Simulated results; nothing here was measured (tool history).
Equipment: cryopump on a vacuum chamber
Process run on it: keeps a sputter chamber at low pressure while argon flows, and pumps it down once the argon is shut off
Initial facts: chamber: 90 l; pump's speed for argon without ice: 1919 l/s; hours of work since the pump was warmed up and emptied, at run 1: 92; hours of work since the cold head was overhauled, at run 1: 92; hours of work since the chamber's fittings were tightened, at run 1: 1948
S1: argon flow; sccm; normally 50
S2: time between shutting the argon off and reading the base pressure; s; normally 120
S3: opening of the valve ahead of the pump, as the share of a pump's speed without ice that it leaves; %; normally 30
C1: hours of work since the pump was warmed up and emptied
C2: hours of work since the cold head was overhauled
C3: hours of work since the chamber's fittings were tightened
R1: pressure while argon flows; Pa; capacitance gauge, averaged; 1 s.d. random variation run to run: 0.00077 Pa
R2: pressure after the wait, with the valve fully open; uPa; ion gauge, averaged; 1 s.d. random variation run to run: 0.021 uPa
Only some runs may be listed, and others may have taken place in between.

run,hour,S1,S2,S3,C1,C2,C3,R1,R2
1,0.0,50,120,30,92,92,1948,0.1517,1.80
2,66.7,50,120,30,129,129,1985,0.1537,1.83
3,140.6,50,120,30,170,170,2026,0.1561,1.97
# hour 181.4: leaking fittings of the chamber tightened, without venting
4,181.9,50,117,30,192,192,0,0.1571,0.50
5,249.1,50,120,30,229,229,37,0.1600,0.51
6,324.8,50,120,30,271,271,79,0.1632,0.55
7,374.8,50,28,30,298,298,107,0.1655,1.34
# hour 419.4: pump warmed up, emptied and cooled again
8,436.2,50,28,30,9,329,138,0.1470,1.30
9,517.4,50,28,30,54,374,183,0.1496,1.32
10,584.3,50,28,30,91,411,220,0.1533,1.34
11,645.7,35,22,33,125,445,253,0.0985,1.72
12,699.5,69,120,30,155,475,283,0.2147,0.67
13,754.4,69,151,32,185,505,313,0.2035,0.62
14,822.7,69,130,23,223,543,351,0.2814,0.74
15,861.8,49,196,23,244,564,373,0.2015,0.75
16,944.0,49,196,23,289,610,418,0.2074,0.78
# hour 1003.5: pump warmed up, emptied and cooled again
17,1023.1,50,216,19,11,650,459,0.2333,0.66

4 options for the next run, each taken on its own from the tool as it stands now. Forecast them:
A,1104.7,50,216,56,56,695,504,?,?
B,1104.7,42,57,30,56,695,504,?,?
C,1104.7,50,148,30,56,695,504,?,?
D,1104.7,98,82,16,56,695,504,?,?

run,R1,R2
A,0.0810,0.68
B,0.1268,1.02
C,0.1512,0.76
D,0.5435,0.88
With no hidden state in the tool, these same runs would have given:
run,R1,R2
A,0.0777,0.28
B,0.1240,0.62
C,0.1478,0.35
D,0.5369,0.48
